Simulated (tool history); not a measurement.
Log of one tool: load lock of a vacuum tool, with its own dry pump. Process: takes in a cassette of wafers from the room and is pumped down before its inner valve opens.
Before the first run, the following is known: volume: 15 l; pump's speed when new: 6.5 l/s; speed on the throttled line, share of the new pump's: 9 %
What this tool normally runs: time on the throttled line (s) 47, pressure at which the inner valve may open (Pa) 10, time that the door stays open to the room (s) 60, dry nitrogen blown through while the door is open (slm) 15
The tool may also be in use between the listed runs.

| run | hour | time on the throttled line (s) | pressure at which the inner valve may open (Pa) | time that the door stays open to the room (s) | dry nitrogen blown through while the door is open (slm) | incoming humidity of the room's air, % | time from the closed door until the inner valve may open (s) | rise of the pressure with all valves shut (Pa/min) |
|---|---|---|---|---|---|---|---|---|
| 1 | 0.0 | 47 | 10 | 60 | 15 | 45.5 | 66.7 | 0.050 |
| 2 | 244.0 | 47 | 10 | 60 | 15 | 45.1 | 67.3 | 0.050 |
| 3 | 422.5 | 47 | 10 | 60 | 15 | 45.4 | 66.8 | 0.056 |
| 4 | 561.7 | 47 | 10 | 60 | 15 | 43.3 | 66.1 | 0.057 |
| 5 | 664.2 | 47 | 10 | 60 | 15 | 45.8 | 67.6 | 0.054 |
| 6 | 846.5 | 47 | 10 | 60 | 15 | 44.7 | 66.9 | 0.059 |
| 7 | 963.8 | 47 | 10 | 60 | 15 | 44.5 | 67.4 | 0.061 |
| 8 | 1081.9 | 47 | 10 | 60 | 5 | 46.0 | 66.8 | 0.078 |
| 9 | 1242.0 | 47 | 10 | 60 | 5 | 44.0 | 67.7 | 0.086 |
| 10 | 1447.5 | 76 | 10 | 60 | 5 | 42.6 | 92.8 | 0.084 |
| 11 | 1692.6 | 76 | 10 | 60 | 5 | 48.1 | 93.7 | 0.097 |
| 12 | 1908.8 | 76 | 10 | 60 | 5 | 46.3 | 93.4 | 0.100 |
| 13 | 2129.1 | 76 | 10 | 60 | 5 | 46.4 | 93.7 | 0.111 |
| 14 | 2343.0 | 47 | 10 | 60 | 15 | 44.9 | 68.4 | 0.096 |
| 15 | 2574.2 | 47 | 10 | 60 | 15 | 46.7 | 68.0 | 0.106 |
| 16 | 2792.9 | 47 | 10 | 148 | 15 | 48.2 | 68.0 | 0.120 |
| 17 | 3016.4 | 47 | 10 | 148 | 15 | 44.8 | 68.2 | 0.131 |
| 18 | 3181.8 | 47 | 10 | 60 | 15 | 44.0 | 69.0 | 0.125 |
| 19 | 3290.5 | 47 | 18 | 60 | 15 | 41.8 | 66.8 | 0.122 |
| 20 | 3429.3 | 47 | 10 | 60 | 10 | 44.2 | 68.5 | 0.135 |
| 21 | 3653.3 | 47 | 10 | 32 | 8 | 42.3 | 68.4 | 0.138 |
| 22 | 3875.1 | 26 | 10 | 60 | 15 | 44.9 | 50.1 | 0.144 |
| 23 | 4090.6 | 47 | 15 | 60 | 15 | 44.1 | 67.8 | 0.149 |
| 24 | 4275.6 | 33 | 15 | 60 | 10 | 42.7 | 55.4 | 0.159 |
| 25 | 4492.6 | 24 | 15 | 60 | 11 | 41.2 | 47.5 | 0.163 |
| 26 | 4696.3 | 39 | 15 | 60 | 44 | 45.0 | 60.4 | 0.159 |
| 27 | 4882.7 | 39 | 15 | 60 | 44 | 42.1 | 61.4 | 0.168 |
| 28 | 5129.7 | 39 | 14 | 60 | 44 | 45.5 | 61.7 | 0.172 |
| 29 | 5288.1 | 59 | 13 | 32 | 6 | 46.9 | 79.4 | 0.191 |
|  | 5354.8 | dry pump taken out, an overhauled one fitted |
| 30 | 5543.9 | 47 | 11 | 60 | 15 | 47.0 | 64.2 | 0.206 |
| 31 | 5673.0 | 47 | 11 | 60 | 15 | 41.5 | 64.0 | 0.211 |
| 32 | 5812.6 | 32 | 7 | 60 | 5 | 48.2 | 50.7 | 0.231 |
| 33 | 5935.6 | 34 | 10 | 82 | 17 | 43.4 | 51.7 | 0.212 |
| 34 | 6140.1 | 47 | 15 | 60 | 22 | 41.8 | 63.4 | 0.223 |
| 35 | 6282.5 | 87 | 7 | 80 | 11 | 39.4 | 101.0 | 0.239 |
| 36 | 6507.1 | 47 | 10 | 60 | 37 | 48.5 | 64.4 | 0.228 |

5 ways to go on from here, each from the tool as it stands after run 36. What would each give?
| A | 6751.5 | 27 | 13 | 50 | 15 | 43.5 | ? | ? |
| B | 6751.5 | 47 | 10 | 60 | 28 | 46.4 | ? | ? |
| C | 6751.5 | 45 | 10 | 60 | 44 | 42.6 | ? | ? |
| D | 6751.5 | 47 | 10 | 57 | 16 | 42.3 | ? | ? |
| E | 6751.5 | 93 | 8 | 100 | 37 | 43.7 | ? | ? |

| run | time from the closed door until the inner valve may open (s) | rise of the pressure with all valves shut (Pa/min) |
|---|---|---|
| A | 45.6 | 0.251 |
| B | 64.8 | 0.244 |
| C | 62.6 | 0.243 |
| D | 64.8 | 0.245 |
| E | 107.5 | 0.242 |
Stripped of hidden state, with their random variation kept, the same runs would have yielded:
| run | time from the closed door until the inner valve may open (s) | rise of the pressure with all valves shut (Pa/min) |
|---|---|---|
| A | 45.5 | 0.026 |
| B | 64.6 | 0.023 |
| C | 62.5 | 0.021 |
| D | 64.7 | 0.022 |
| E | 107.4 | 0.020 |

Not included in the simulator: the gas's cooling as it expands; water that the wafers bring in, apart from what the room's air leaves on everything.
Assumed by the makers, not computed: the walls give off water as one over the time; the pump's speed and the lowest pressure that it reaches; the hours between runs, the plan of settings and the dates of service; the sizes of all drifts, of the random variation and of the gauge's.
